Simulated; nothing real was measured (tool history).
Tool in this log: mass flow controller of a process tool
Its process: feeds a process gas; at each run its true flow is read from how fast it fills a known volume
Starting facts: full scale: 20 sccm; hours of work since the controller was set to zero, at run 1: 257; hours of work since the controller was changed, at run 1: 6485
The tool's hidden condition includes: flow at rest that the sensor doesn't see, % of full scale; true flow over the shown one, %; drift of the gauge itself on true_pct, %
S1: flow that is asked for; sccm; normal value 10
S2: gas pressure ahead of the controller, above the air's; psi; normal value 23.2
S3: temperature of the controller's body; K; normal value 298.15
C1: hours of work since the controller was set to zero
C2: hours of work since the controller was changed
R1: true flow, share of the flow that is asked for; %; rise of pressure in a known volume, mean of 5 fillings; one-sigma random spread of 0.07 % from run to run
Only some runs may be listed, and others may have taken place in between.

run 1 hour=0.0 | S1=10 S2=23.2 S3=298.15 | C1=257 C2=6485 | R1=96.05
run 2 hour=257.5 | S1=10 S2=23.2 S3=298.15 | C1=429 C2=6657 | R1=96.04
run 3 hour=568.5 | S1=10 S2=23.2 S3=298.15 | C1=638 C2=6866 | R1=96.19
run 4 hour=1116.2 | S1=10 S2=23.2 S3=298.15 | C1=1004 C2=7232 | R1=95.97
run 5 hour=1672.4 | S1=10 S2=23.2 S3=302.15 | C1=1377 C2=7605 | R1=96.41
-- hour=1834.2 controller exchanged for a calibrated one
run 6 hour=1950.3 | S1=10 S2=23.2 S3=302.15 | C1=78 C2=78 | R1=99.17
run 7 hour=2322.9 | S1=10 S2=23.2 S3=302.15 | C1=327 C2=327 | R1=99.10
run 8 hour=2622.8 | S1=10 S2=23.2 S3=302.15 | C1=528 C2=528 | R1=98.99
run 9 hour=3104.4 | S1=10 S2=23.2 S3=302.15 | C1=850 C2=850 | R1=98.91

Expected results for the next run?
run 10 hour=3606.0 | S1=10 S2=23.2 S3=302.15 | C1=1186 C2=1186 | R1=?

{"run 10": {"R1": 98.83}}
If the tool had no hidden condition, the same run with the same run-to-run variation would have returned R1 99.20 %.
